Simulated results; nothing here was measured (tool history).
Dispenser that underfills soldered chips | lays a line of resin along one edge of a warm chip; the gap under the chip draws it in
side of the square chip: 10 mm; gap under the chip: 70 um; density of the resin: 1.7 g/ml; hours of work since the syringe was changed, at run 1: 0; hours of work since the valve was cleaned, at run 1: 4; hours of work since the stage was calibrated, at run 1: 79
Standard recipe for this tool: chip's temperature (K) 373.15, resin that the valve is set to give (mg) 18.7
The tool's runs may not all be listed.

run,hour,chip's temperature (K),resin that the valve is set to give (mg),hours of work since the syringe was changed,hours of work since the valve was cleaned,hours of work since the stage was calibrated,time until the resin shows at the far edge (s),resin that the valve gave (mg)
1,0.0,373.15,18.7,0,4,79,114.0,18.70
2,2.4,373.15,18.7,2,5,81,128.8,18.67
3,5.3,373.15,18.7,4,7,82,151.9,18.74
4,10.0,373.15,18.7,7,10,85,199.6,18.58
# hour 11.1: new syringe of resin
5,14.9,386.15,18.7,2,13,88,85.6,18.52
6,18.4,386.15,18.7,5,15,91,104.1,18.49
7,22.2,386.15,18.7,7,18,93,129.8,18.45
# hour 22.8: new syringe of resin
8,26.0,386.15,18.7,2,20,95,83.4,18.44
9,30.6,386.15,18.7,5,23,98,108.6,18.34
# hour 34.4: new syringe of resin
10,34.7,386.15,18.7,0,25,101,70.7,18.41
11,38.0,364.15,18.7,2,27,103,180.8,18.48
12,40.2,371.15,17.4,4,29,104,162.5,17.05
13,43.3,381.15,19.4,6,31,106,136.3,19.02
# hour 46.2: new syringe of resin
14,48.0,373.15,22.7,1,34,109,116.9,22.15
15,51.1,377.15,20.8,3,36,111,121.7,20.19
16,53.4,380.15,24.0,5,37,112,124.5,23.44
17,55.5,367.15,18.2,6,38,113,226.2,17.69
# hour 57.9: new syringe of resin
18,60.0,360.15,17.1,1,41,116,204.3,16.71
19,62.1,362.15,23.2,3,42,117,205.5,22.50
20,64.6,376.15,19.8,4,44,119,145.4,19.29

Below are 5 alternative next runs, each starting from the tool's condition after run 20. Predict each:
A,68.3,379.15,18.4,7,46,121,?,?
B,68.3,366.15,16.7,7,46,121,?,?
C,68.3,363.15,23.7,7,46,121,?,?
D,68.3,386.15,21.7,7,46,121,?,?
E,68.3,363.15,16.2,7,46,121,?,?

run,time until the resin shows at the far edge (s),resin that the valve gave (mg)
A,162.1,17.85
B,258.5,16.14
C,279.5,22.91
D,127.9,20.95
E,298.6,15.70
The same runs, with their run-to-run variation unchanged, on a tool lacking any hidden condition would have given:
run,time until the resin shows at the far edge (s),resin that the valve gave (mg)
A,85.7,18.47
B,136.1,16.70
C,147.7,23.70
D,67.6,21.67
E,156.6,16.24

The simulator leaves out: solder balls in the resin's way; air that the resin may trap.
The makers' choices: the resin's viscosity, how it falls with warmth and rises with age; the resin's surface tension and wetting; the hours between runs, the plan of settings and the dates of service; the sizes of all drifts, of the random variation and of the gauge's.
